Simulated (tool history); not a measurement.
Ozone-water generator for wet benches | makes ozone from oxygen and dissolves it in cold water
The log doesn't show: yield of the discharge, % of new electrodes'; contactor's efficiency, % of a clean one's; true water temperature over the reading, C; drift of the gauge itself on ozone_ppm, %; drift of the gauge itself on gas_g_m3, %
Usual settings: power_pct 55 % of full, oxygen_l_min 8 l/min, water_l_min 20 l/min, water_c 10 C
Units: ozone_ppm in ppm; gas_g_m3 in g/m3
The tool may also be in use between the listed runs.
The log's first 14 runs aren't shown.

| run | day | power_pct | oxygen_l_min | water_l_min | water_c | hours of work since the electrodes were changed | hours of work since the contactor was cleaned | hours of work since the thermometer was calibrated | ozone_ppm | gas_g_m3 |
|---|---|---|---|---|---|---|---|---|---|---|
| 15 | 31.217 | 55 | 8 | 20 | 10 | 770 | 2229 | 1911 | 29 | 178.8 |
| 16 | 33.45 | 55 | 7.84 | 20 | 6 | 815 | 2274 | 1956 | 30.8 | 180.6 |
|  | 33.679 | water thermometer calibrated |
| 17 | 36.058 | 59 | 9.78 | 20 | 6 | 867 | 2326 | 48 | 31.6 | 166.6 |
| 18 | 38.5 | 86 | 8.76 | 28 | 6 | 916 | 2375 | 97 | 32 | 239.2 |
| 19 | 40.642 | 63 | 10.13 | 12 | 10 | 960 | 2419 | 140 | 42.7 | 174.1 |
| 20 | 42.642 | 65 | 9.81 | 20 | 11 | 1000 | 2459 | 181 | 31.4 | 180.3 |
|  | 45.158 | water thermometer calibrated, once more |
| 21 | 45.158 | 55 | 11.98 | 20 | 10 | 1050 | 2509 | 0 | 27.5 | 140.8 |
| 22 | 46.7 | 44 | 11.98 | 23 | 13 | 1081 | 2540 | 31 | 19.6 | 118.9 |
| 23 | 47.954 | 68 | 11.69 | 14 | 5 | 1106 | 2566 | 56 | 45 | 168 |
| 24 | 50.55 | 68 | 11.69 | 14 | 5 | 1159 | 2618 | 109 | 44.4 | 167.2 |
| 25 | 53.154 | 47 | 7.69 | 20 | 10 | 1211 | 2670 | 161 | 25 | 158.7 |
| 26 | 55.867 | 47 | 7.69 | 20 | 10 | 1266 | 2725 | 216 | 25.2 | 160.1 |
| 27 | 58.612 | 65 | 7.01 | 17 | 7 | 1321 | 2780 | 271 | 38.6 | 214.7 |
| 28 | 60.879 | 80 | 8 | 21 | 10 | 1367 | 2826 | 317 | 35.7 | 234.1 |
| 29 | 63.858 | 80 | 8 | 16 | 15 | 1427 | 2886 | 377 | 39.8 | 232.1 |
| 30 | 66.712 | 55 | 14.01 | 20 | 8 | 1485 | 2944 | 434 | 26.8 | 126.1 |

Forecast each of these 5 alternatives for the next run:
| A | 68.267 | 55 | 6.31 | 20 | 10 | 1516 | 2975 | 466 | ? | ? |
| B | 68.267 | 55 | 14.01 | 29 | 8 | 1516 | 2975 | 466 | ? | ? |
| C | 68.267 | 83 | 14.01 | 18 | 8 | 1516 | 2975 | 466 | ? | ? |
| D | 68.267 | 55 | 5.42 | 20 | 15 | 1516 | 2975 | 466 | ? | ? |
| E | 68.267 | 55 | 8 | 30 | 10 | 1516 | 2975 | 466 | ? | ? |

| run | ozone_ppm | gas_g_m3 |
|---|---|---|
| A | 28 | 199.3 |
| B | 20.2 | 126.1 |
| C | 39.2 | 170.1 |
| D | 25.9 | 217.2 |
| E | 19.5 | 174.1 |
Without the tool's hidden state the same runs would have given:
| run | ozone_ppm | gas_g_m3 |
|---|---|---|
| A | 31.3 | 212.6 |
| B | 22.8 | 134.5 |
| C | 44.9 | 186.2 |
| D | 29 | 231.6 |
| E | 22.1 | 185.7 |
